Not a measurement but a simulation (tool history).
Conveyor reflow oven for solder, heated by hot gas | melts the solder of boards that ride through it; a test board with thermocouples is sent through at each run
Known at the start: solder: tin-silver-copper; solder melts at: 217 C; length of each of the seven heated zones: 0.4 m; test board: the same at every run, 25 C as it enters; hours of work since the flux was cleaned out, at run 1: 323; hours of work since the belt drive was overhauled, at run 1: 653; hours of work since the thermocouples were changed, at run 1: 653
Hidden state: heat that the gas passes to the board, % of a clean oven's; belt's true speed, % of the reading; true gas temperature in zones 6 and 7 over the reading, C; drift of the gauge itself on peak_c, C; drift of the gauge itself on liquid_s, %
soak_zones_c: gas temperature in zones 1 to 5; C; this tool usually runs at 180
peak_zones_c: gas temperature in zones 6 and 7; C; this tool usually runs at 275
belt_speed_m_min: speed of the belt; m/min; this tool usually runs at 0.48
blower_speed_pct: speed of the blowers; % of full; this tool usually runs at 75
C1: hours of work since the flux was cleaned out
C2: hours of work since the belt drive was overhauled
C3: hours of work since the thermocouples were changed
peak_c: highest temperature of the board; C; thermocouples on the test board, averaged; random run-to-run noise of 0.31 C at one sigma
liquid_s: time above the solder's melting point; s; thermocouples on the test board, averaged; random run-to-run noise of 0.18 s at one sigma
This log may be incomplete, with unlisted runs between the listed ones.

run 1 hour=0 | soak_zones_c=180 peak_zones_c=275 belt_speed_m_min=0.48 blower_speed_pct=75 | C1=323 C2=653 C3=653 | peak_c=259.7 liquid_s=85.6
run 2 hour=28.6 | soak_zones_c=180 peak_zones_c=278 belt_speed_m_min=0.48 blower_speed_pct=75 | C1=338 C2=668 C3=668 | peak_c=262.3 liquid_s=87.5
run 3 hour=60.5 | soak_zones_c=180 peak_zones_c=285 belt_speed_m_min=0.48 blower_speed_pct=75 | C1=355 C2=684 C3=684 | peak_c=268.3 liquid_s=91.7
run 4 hour=83.6 | soak_zones_c=180 peak_zones_c=285 belt_speed_m_min=0.48 blower_speed_pct=75 | C1=366 C2=696 C3=696 | peak_c=267.9 liquid_s=91
-- hour=114.7 flux residue cleaned out of gas plates and filters
run 5 hour=131.9 | soak_zones_c=180 peak_zones_c=285 belt_speed_m_min=0.48 blower_speed_pct=75 | C1=9 C2=718 C3=718 | peak_c=271.7 liquid_s=93.7
run 6 hour=155.9 | soak_zones_c=180 peak_zones_c=282 belt_speed_m_min=0.48 blower_speed_pct=75 | C1=21 C2=731 C3=731 | peak_c=268.3 liquid_s=91.8
run 7 hour=177.3 | soak_zones_c=180 peak_zones_c=282 belt_speed_m_min=0.48 blower_speed_pct=75 | C1=32 C2=742 C3=742 | peak_c=268.3 liquid_s=91.8
run 8 hour=199.5 | soak_zones_c=180 peak_zones_c=275 belt_speed_m_min=0.48 blower_speed_pct=75 | C1=44 C2=753 C3=753 | peak_c=261.8 liquid_s=88
run 9 hour=234.9 | soak_zones_c=167 peak_zones_c=275 belt_speed_m_min=0.48 blower_speed_pct=75 | C1=62 C2=771 C3=771 | peak_c=259.4 liquid_s=81.4
run 10 hour=271.8 | soak_zones_c=167 peak_zones_c=275 belt_speed_m_min=0.48 blower_speed_pct=75 | C1=81 C2=790 C3=790 | peak_c=259.9 liquid_s=81.3
run 11 hour=308.2 | soak_zones_c=180 peak_zones_c=275 belt_speed_m_min=0.463 blower_speed_pct=75 | C1=99 C2=809 C3=809 | peak_c=262.3 liquid_s=92
run 12 hour=348 | soak_zones_c=180 peak_zones_c=275 belt_speed_m_min=0.48 blower_speed_pct=75 | C1=120 C2=829 C3=829 | peak_c=261.2 liquid_s=87.9
-- hour=371 thermocouples of zones 6 and 7 changed
run 13 hour=380.3 | soak_zones_c=180 peak_zones_c=275 belt_speed_m_min=0.48 blower_speed_pct=75 | C1=135 C2=845 C3=5 | peak_c=262.4 liquid_s=88.7
-- hour=395.9 belt drive overhauled, speed set with a stopwatch
run 14 hour=427.4 | soak_zones_c=180 peak_zones_c=275 belt_speed_m_min=0.551 blower_speed_pct=75 | C1=157 C2=16 C3=27 | peak_c=258.7 liquid_s=75.3
run 15 hour=455.7 | soak_zones_c=190 peak_zones_c=275 belt_speed_m_min=0.48 blower_speed_pct=75 | C1=172 C2=31 C3=41 | peak_c=264.3 liquid_s=96.2
run 16 hour=499.6 | soak_zones_c=190 peak_zones_c=275 belt_speed_m_min=0.48 blower_speed_pct=75 | C1=195 C2=53 C3=64 | peak_c=263.4 liquid_s=96.6
run 17 hour=531.1 | soak_zones_c=179 peak_zones_c=275 belt_speed_m_min=0.48 blower_speed_pct=78 | C1=211 C2=69 C3=80 | peak_c=262.9 liquid_s=89.9
run 18 hour=549.9 | soak_zones_c=179 peak_zones_c=275 belt_speed_m_min=0.514 blower_speed_pct=75 | C1=220 C2=79 C3=90 | peak_c=260.1 liquid_s=81.9
-- hour=570.5 belt drive overhauled, speed set with a stopwatch, once more
run 19 hour=592.9 | soak_zones_c=172 peak_zones_c=272 belt_speed_m_min=0.525 blower_speed_pct=71 | C1=240 C2=11 C3=110 | peak_c=252.7 liquid_s=66.9
run 20 hour=620.5 | soak_zones_c=174 peak_zones_c=272 belt_speed_m_min=0.525 blower_speed_pct=58 | C1=255 C2=26 C3=124 | peak_c=248.9 liquid_s=62.6
run 21 hour=649.4 | soak_zones_c=193 peak_zones_c=272 belt_speed_m_min=0.525 blower_speed_pct=58 | C1=269 C2=40 C3=139 | peak_c=253.2 liquid_s=76.5
run 22 hour=676 | soak_zones_c=189 peak_zones_c=275 belt_speed_m_min=0.48 blower_speed_pct=61 | C1=283 C2=54 C3=153 | peak_c=258 liquid_s=87.1
run 23 hour=698.1 | soak_zones_c=173 peak_zones_c=275 belt_speed_m_min=0.48 blower_speed_pct=75 | C1=294 C2=65 C3=164 | peak_c=258.7 liquid_s=80.5
run 24 hour=736.9 | soak_zones_c=176 peak_zones_c=284 belt_speed_m_min=0.484 blower_speed_pct=62 | C1=314 C2=85 C3=184 | peak_c=262.8 liquid_s=83.3
run 25 hour=761.2 | soak_zones_c=174 peak_zones_c=280 belt_speed_m_min=0.415 blower_speed_pct=75 | C1=327 C2=98 C3=196 | peak_c=268 liquid_s=101.1
run 26 hour=780.7 | soak_zones_c=174 peak_zones_c=280 belt_speed_m_min=0.415 blower_speed_pct=75 | C1=337 C2=108 C3=206 | peak_c=267.7 liquid_s=100.9
run 27 hour=809.9 | soak_zones_c=180 peak_zones_c=268 belt_speed_m_min=0.48 blower_speed_pct=59 | C1=352 C2=123 C3=221 | peak_c=249.1 liquid_s=74
run 28 hour=839.2 | soak_zones_c=183 peak_zones_c=268 belt_speed_m_min=0.48 blower_speed_pct=56 | C1=367 C2=138 C3=236 | peak_c=249.2 liquid_s=74.9
-- hour=867.7 flux residue cleaned out of gas plates and filters
run 29 hour=870.2 | soak_zones_c=183 peak_zones_c=268 belt_speed_m_min=0.48 blower_speed_pct=56 | C1=1 C2=151 C3=250 | peak_c=251.5 liquid_s=78.1
run 30 hour=901.2 | soak_zones_c=183 peak_zones_c=268 belt_speed_m_min=0.48 blower_speed_pct=56 | C1=17 C2=167 C3=266 | peak_c=251.1 liquid_s=77.9

Per-run results on a tool with no hidden state, each run keeping its own random variation:
run=1 peak_c=262.8 liquid_s=86.5
run=2 peak_c=265.6 liquid_s=88.2
run=3 peak_c=271.9 liquid_s=91.9
run=4 peak_c=271.6 liquid_s=91.3
run=5 peak_c=272.2 liquid_s=92
run=6 peak_c=269 liquid_s=90.1
run=7 peak_c=269.1 liquid_s=90.1
run=8 peak_c=262.7 liquid_s=86.5
run=9 peak_c=260.4 liquid_s=80.2
run=10 peak_c=261.1 liquid_s=80.3
run=11 peak_c=263.7 liquid_s=90.6
run=12 peak_c=262.8 liquid_s=86.7
run=13 peak_c=262.7 liquid_s=86.6
run=14 peak_c=258.7 liquid_s=72.2
run=15 peak_c=264.4 liquid_s=92.2
run=16 peak_c=263.7 liquid_s=92.6
run=17 peak_c=263.4 liquid_s=86.4
run=18 peak_c=260.7 liquid_s=78.8
run=19 peak_c=255.1 liquid_s=69.6
run=20 peak_c=251.2 liquid_s=65.6
run=21 peak_c=255.3 liquid_s=78.9
run=22 peak_c=260.1 liquid_s=89.1
run=23 peak_c=261.4 liquid_s=83.1
run=24 peak_c=265.7 liquid_s=85.7
run=25 peak_c=270.6 liquid_s=103
run=26 peak_c=270.4 liquid_s=102.9
run=27 peak_c=251.9 liquid_s=77.5
run=28 peak_c=251.9 liquid_s=78.4
run=29 peak_c=251.8 liquid_s=78.3
run=30 peak_c=251.5 liquid_s=78.2

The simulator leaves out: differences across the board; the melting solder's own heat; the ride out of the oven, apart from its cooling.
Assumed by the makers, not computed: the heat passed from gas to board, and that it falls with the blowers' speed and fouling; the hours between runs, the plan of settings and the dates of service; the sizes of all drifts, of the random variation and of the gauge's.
